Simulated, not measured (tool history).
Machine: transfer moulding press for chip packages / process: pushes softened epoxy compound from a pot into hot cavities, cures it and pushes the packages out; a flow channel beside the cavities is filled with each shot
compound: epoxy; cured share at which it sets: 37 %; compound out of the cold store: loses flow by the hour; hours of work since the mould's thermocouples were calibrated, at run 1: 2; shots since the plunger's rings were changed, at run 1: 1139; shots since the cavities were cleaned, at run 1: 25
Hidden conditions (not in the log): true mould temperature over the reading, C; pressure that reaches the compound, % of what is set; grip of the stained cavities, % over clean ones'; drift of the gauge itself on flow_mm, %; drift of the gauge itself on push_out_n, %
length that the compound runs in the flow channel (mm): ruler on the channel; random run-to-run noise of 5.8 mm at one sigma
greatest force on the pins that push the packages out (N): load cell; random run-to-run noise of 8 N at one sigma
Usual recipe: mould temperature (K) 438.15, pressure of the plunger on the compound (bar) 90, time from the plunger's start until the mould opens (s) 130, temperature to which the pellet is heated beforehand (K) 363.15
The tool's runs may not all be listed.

| run | hour | mould temperature (K) | pressure of the plunger on the compound (bar) | time from the plunger's start until the mould opens (s) | temperature to which the pellet is heated beforehand (K) | hours of work since the mould's thermocouples were calibrated | shots since the plunger's rings were changed | shots since the cavities were cleaned | incoming compound's hours out of the cold store | length that the compound runs in the flow channel (mm) | greatest force on the pins that push the packages out (N) |
|---|---|---|---|---|---|---|---|---|---|---|---|
| 1 | 0 | 438.15 | 90 | 130 | 363.15 | 2 | 1139 | 25 | 21.3 | 702 | 350 |
| 2 | 9 | 438.15 | 90 | 147 | 363.15 | 6 | 1196 | 82 | 23.3 | 695 | 332 |
| 3 | 20.7 | 438.15 | 90 | 147 | 363.15 | 11 | 1269 | 155 | 28.5 | 673 | 337 |
| 4 | 26.8 | 438.15 | 90 | 147 | 363.15 | 14 | 1307 | 193 | 12 | 744 | 331 |
| 5 | 32 | 438.15 | 90 | 130 | 363.15 | 16 | 1340 | 226 | 44.2 | 624 | 336 |
| 6 | 38.4 | 438.15 | 90 | 130 | 363.15 | 19 | 1380 | 266 | 43.1 | 633 | 351 |
| 7 | 47.1 | 438.15 | 90 | 130 | 363.15 | 23 | 1435 | 321 | 45.8 | 623 | 339 |
| 8 | 55.2 | 438.15 | 90 | 130 | 363.15 | 26 | 1486 | 372 | 16.6 | 721 | 359 |
| 9 | 64.5 | 438.15 | 90 | 130 | 363.15 | 30 | 1544 | 430 | 16.9 | 712 | 343 |
| 10 | 75.9 | 438.15 | 90 | 130 | 356.15 | 35 | 1615 | 501 | 44.6 | 622 | 351 |
| 11 | 86.7 | 438.15 | 90 | 130 | 356.15 | 40 | 1683 | 569 | 11.1 | 744 | 356 |
| 12 | 96.7 | 438.15 | 90 | 130 | 363.15 | 45 | 1746 | 632 | 20.3 | 710 | 359 |
| 13 | 102.4 | 438.15 | 90 | 130 | 363.15 | 47 | 1782 | 668 | 37.6 | 650 | 345 |
| 14 | 107.8 | 438.15 | 90 | 130 | 363.15 | 50 | 1816 | 702 | 21.7 | 698 | 374 |
|  | 115 | cavities cleaned with cleaning compound and waxed |
| 15 | 116 | 438.15 | 90 | 130 | 363.15 | 53 | 1857 | 6 | 37 | 652 | 340 |
| 16 | 126.7 | 437.15 | 105.7 | 130 | 373.15 | 57 | 1924 | 73 | 41.4 | 699 | 350 |
| 17 | 137.6 | 432.15 | 68.6 | 169 | 366.15 | 62 | 1993 | 142 | 41.4 | 571 | 336 |
| 18 | 143.4 | 440.15 | 90 | 134 | 363.15 | 65 | 2030 | 179 | 24.6 | 680 | 333 |
| 19 | 148.6 | 440.15 | 90 | 134 | 363.15 | 67 | 2062 | 211 | 43.2 | 625 | 325 |
| 20 | 157.1 | 440.15 | 90 | 169 | 363.15 | 71 | 2115 | 264 | 21.5 | 699 | 308 |
| 21 | 165.3 | 440.15 | 90 | 169 | 363.15 | 74 | 2167 | 316 | 37.9 | 637 | 315 |
| 22 | 175.9 | 440.15 | 90 | 169 | 363.15 | 79 | 2233 | 382 | 16 | 719 | 310 |
| 23 | 182.5 | 435.15 | 90 | 169 | 368.15 | 82 | 2275 | 424 | 17.3 | 738 | 323 |
| 24 | 189.1 | 435.15 | 90 | 169 | 368.15 | 85 | 2316 | 465 | 14.8 | 727 | 328 |
| 25 | 195.8 | 442.15 | 78 | 130 | 371.15 | 88 | 2358 | 507 | 15.4 | 668 | 332 |
| 26 | 207.6 | 442.15 | 78 | 130 | 371.15 | 93 | 2432 | 581 | 33.9 | 605 | 348 |
| 27 | 214.8 | 434.15 | 90 | 111 | 360.15 | 96 | 2477 | 626 | 16.4 | 729 | 554 |
| 28 | 224.4 | 434.15 | 90 | 111 | 360.15 | 101 | 2538 | 687 | 16 | 728 | 535 |
|  | 233.7 | cavities cleaned with cleaning compound and waxed |
| 29 | 237.9 | 439.15 | 80.9 | 127 | 362.15 | 106 | 2612 | 25 | 31.2 | 633 | 346 |
| 30 | 247.1 | 439.15 | 91.3 | 127 | 362.15 | 110 | 2670 | 83 | 42.6 | 648 | 344 |

3 options for the next run, each taken on its own from the tool as it stands now. Forecast them:
| A | 256.2 | 438.15 | 90 | 152 | 363.15 | 114 | 2728 | 141 | 12.3 | ? | ? |
| B | 256.2 | 430.15 | 91.3 | 113 | 362.15 | 114 | 2728 | 141 | 44.7 | ? | ? |
| C | 256.2 | 433.15 | 90 | 128 | 363.15 | 114 | 2728 | 141 | 22.8 | ? | ? |

| run | length that the compound runs in the flow channel (mm) | greatest force on the pins that push the packages out (N) |
|---|---|---|
| A | 740 | 322 |
| B | 645 | 614 |
| C | 711 | 424 |
With no hidden state in the tool, these same runs would have given:
| run | length that the compound runs in the flow channel (mm) | greatest force on the pins that push the packages out (N) |
|---|---|---|
| A | 741 | 321 |
| B | 645 | 612 |
| C | 711 | 423 |
